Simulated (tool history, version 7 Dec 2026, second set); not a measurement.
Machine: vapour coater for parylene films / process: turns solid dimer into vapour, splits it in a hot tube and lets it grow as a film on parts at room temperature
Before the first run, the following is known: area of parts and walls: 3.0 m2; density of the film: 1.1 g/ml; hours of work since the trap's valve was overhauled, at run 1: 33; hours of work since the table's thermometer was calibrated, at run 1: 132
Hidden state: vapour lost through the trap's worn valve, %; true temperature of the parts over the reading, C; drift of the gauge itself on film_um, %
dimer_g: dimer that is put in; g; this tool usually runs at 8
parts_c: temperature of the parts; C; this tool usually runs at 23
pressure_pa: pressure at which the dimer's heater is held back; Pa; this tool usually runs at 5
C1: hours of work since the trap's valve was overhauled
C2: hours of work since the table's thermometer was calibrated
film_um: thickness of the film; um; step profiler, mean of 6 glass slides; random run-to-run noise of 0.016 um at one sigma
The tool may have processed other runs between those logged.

run 1 hour=0 | dimer_g=8 parts_c=23 pressure_pa=5 | C1=33 C2=132 | film_um=1.2
run 2 hour=13.6 | dimer_g=8 parts_c=23 pressure_pa=5 | C1=45 C2=144 | film_um=1.21
run 3 hour=27.4 | dimer_g=5 parts_c=23 pressure_pa=5 | C1=57 C2=156 | film_um=0.74
run 4 hour=48 | dimer_g=8 parts_c=23 pressure_pa=5 | C1=75 C2=174 | film_um=1.2
run 5 hour=64.3 | dimer_g=8 parts_c=23 pressure_pa=5 | C1=89 C2=189 | film_um=1.23
run 6 hour=81.5 | dimer_g=8 parts_c=23 pressure_pa=5 | C1=104 C2=204 | film_um=1.21
run 7 hour=108.9 | dimer_g=8 parts_c=23 pressure_pa=5 | C1=129 C2=228 | film_um=1.26
run 8 hour=123 | dimer_g=8 parts_c=23 pressure_pa=5 | C1=141 C2=240 | film_um=1.22
run 9 hour=149.4 | dimer_g=8 parts_c=23 pressure_pa=5 | C1=164 C2=264 | film_um=1.21
run 10 hour=177 | dimer_g=5 parts_c=23 pressure_pa=5 | C1=189 C2=288 | film_um=0.8
run 11 hour=196.3 | dimer_g=3 parts_c=28 pressure_pa=7.64 | C1=205 C2=305 | film_um=0.38
run 12 hour=223.7 | dimer_g=4 parts_c=30 pressure_pa=5 | C1=230 C2=329 | film_um=0.49
-- hour=239.3 trap's valve overhauled
run 13 hour=245.7 | dimer_g=8 parts_c=20 pressure_pa=2.46 | C1=6 C2=345 | film_um=1.46
run 14 hour=270 | dimer_g=8 parts_c=23 pressure_pa=5 | C1=27 C2=366 | film_um=1.23
run 15 hour=293 | dimer_g=8 parts_c=23 pressure_pa=5 | C1=47 C2=387 | film_um=1.22
run 16 hour=312.8 | dimer_g=4 parts_c=25 pressure_pa=5.13 | C1=65 C2=404 | film_um=0.58
run 17 hour=341.1 | dimer_g=4 parts_c=25 pressure_pa=5.13 | C1=90 C2=429 | film_um=0.57
run 18 hour=357.7 | dimer_g=8 parts_c=28 pressure_pa=2.78 | C1=104 C2=444 | film_um=1.09
run 19 hour=379.2 | dimer_g=12 parts_c=34 pressure_pa=9.96 | C1=123 C2=463 | film_um=1.15

What differs in the tool's unlogged condition from the final listed run ahead of each entry between runs to the first listed run following it?
From run 12 to run 13: trap's valve overhauled (hour 239.3)
  vapour lost through the trap's worn valve, %: 0.3 -> 0
